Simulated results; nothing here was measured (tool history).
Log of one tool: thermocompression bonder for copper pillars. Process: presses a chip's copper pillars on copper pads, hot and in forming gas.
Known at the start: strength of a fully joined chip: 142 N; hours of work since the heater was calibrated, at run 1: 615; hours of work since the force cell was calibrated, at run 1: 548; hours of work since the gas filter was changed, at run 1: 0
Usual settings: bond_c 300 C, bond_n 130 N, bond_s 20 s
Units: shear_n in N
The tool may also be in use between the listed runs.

run,day,bond_c,bond_n,bond_s,hours of work since the heater was calibrated,hours of work since the force cell was calibrated,hours of work since the gas filter was changed,shear_n
1,0.000,300,130,20,615,548,0,106.5
2,1.867,300,130,41,637,571,22,120.6
3,3.892,300,130,41,662,595,47,117.9
4,4.750,300,130,41,672,605,57,116.6
5,6.762,300,130,41,696,629,81,114.5
6,8.104,300,130,41,712,645,97,112.1
7,9.333,293,130,20,727,660,112,94.3
8,10.712,300,130,46,743,677,128,111.5
# day 11.942: forming gas filter changed
9,12.150,300,130,20,760,694,2,106.0
10,13.629,324,189,20,778,712,20,132.2
11,15.433,284,113,11,800,733,42,72.4
# day 15.650: heater calibrated with a thermocouple chip
12,16.600,303,116,10,11,746,55,83.0
13,17.817,303,168,42,26,761,69,128.1
14,18.912,324,98,12,39,774,83,86.3
15,20.358,324,98,12,56,791,100,85.1
16,21.800,305,116,20,74,808,117,95.6
17,22.842,305,116,20,86,821,130,97.0

Forecast each of these 5 alternatives for the next run:
# day 24.033: forming gas filter changed
A,24.567,320,116,20,107,841,6,?
# day 24.033: forming gas filter changed
B,24.567,282,116,11,107,841,6,?
# day 24.033: forming gas filter changed
C,24.567,304,130,32,107,841,6,?
# day 24.033: forming gas filter changed
D,24.567,290,82,20,107,841,6,?
# day 24.033: forming gas filter changed
E,24.567,327,87,12,107,841,6,?

run,shear_n
A,112.5
B,77.9
C,120.6
D,75.6
E,85.7
Without the tool's hidden state the same runs would have given:
run,shear_n
A,105.5
B,69.5
C,114.4
D,67.4
E,78.1

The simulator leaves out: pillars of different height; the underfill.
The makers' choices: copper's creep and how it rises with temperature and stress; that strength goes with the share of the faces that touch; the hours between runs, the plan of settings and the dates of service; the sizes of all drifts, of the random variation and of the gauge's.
